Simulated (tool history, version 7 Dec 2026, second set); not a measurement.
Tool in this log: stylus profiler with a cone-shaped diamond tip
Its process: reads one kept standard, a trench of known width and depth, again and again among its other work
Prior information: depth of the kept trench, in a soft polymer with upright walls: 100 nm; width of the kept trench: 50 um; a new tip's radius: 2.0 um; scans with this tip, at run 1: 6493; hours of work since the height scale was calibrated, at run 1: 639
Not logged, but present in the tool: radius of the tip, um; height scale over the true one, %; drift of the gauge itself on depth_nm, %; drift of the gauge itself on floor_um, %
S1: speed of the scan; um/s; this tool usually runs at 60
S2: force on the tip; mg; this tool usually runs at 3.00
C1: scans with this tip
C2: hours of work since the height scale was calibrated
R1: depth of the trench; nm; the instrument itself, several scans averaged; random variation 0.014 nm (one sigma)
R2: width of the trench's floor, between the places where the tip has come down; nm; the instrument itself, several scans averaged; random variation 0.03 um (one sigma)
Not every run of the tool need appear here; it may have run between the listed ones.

run 1 hour=0.0 | S1=60 S2=3.00 | C1=6493 C2=639 | R1=101.46 R2=48160
run 2 hour=29.7 | S1=60 S2=3.04 | C1=6701 C2=659 | R1=101.47 R2=48190
run 3 hour=46.3 | S1=60 S2=3.04 | C1=6817 C2=670 | R1=101.49 R2=48150
run 4 hour=65.7 | S1=60 S2=3.04 | C1=6953 C2=684 | R1=101.48 R2=48170
run 5 hour=89.5 | S1=60 S2=3.04 | C1=7119 C2=700 | R1=101.47 R2=48170
run 6 hour=112.6 | S1=60 S2=3.04 | C1=7280 C2=716 | R1=101.49 R2=48190
run 7 hour=137.2 | S1=60 S2=1.23 | C1=7452 C2=733 | R1=100.91 R2=48070
run 8 hour=169.3 | S1=20 S2=3.00 | C1=7677 C2=755 | R1=101.48 R2=48260
run 9 hour=187.9 | S1=36 S2=5.42 | C1=7807 C2=768 | R1=102.15 R2=48300
run 10 hour=218.5 | S1=49 S2=1.70 | C1=8021 C2=789 | R1=101.09 R2=48130
run 11 hour=240.4 | S1=49 S2=1.70 | C1=8174 C2=804 | R1=101.11 R2=48170
run 12 hour=264.6 | S1=61 S2=1.02 | C1=8343 C2=821 | R1=100.84 R2=47920

Below, each run's measurement less what the same run would have read without the hidden state. Both values contain the same run-to-run variation, but the gauge's scatter may not be the same in both:
run=1 R1=+0.16 R2=-320
run=2 R1=+0.16 R2=-330
run=3 R1=+0.17 R2=-340
run=4 R1=+0.17 R2=-340
run=5 R1=+0.17 R2=-350
run=6 R1=+0.18 R2=-360
run=7 R1=+0.18 R2=-370
run=8 R1=+0.18 R2=-380
run=9 R1=+0.19 R2=-380
run=10 R1=+0.20 R2=-390
run=11 R1=+0.19 R2=-390
run=12 R1=+0.20 R2=-400

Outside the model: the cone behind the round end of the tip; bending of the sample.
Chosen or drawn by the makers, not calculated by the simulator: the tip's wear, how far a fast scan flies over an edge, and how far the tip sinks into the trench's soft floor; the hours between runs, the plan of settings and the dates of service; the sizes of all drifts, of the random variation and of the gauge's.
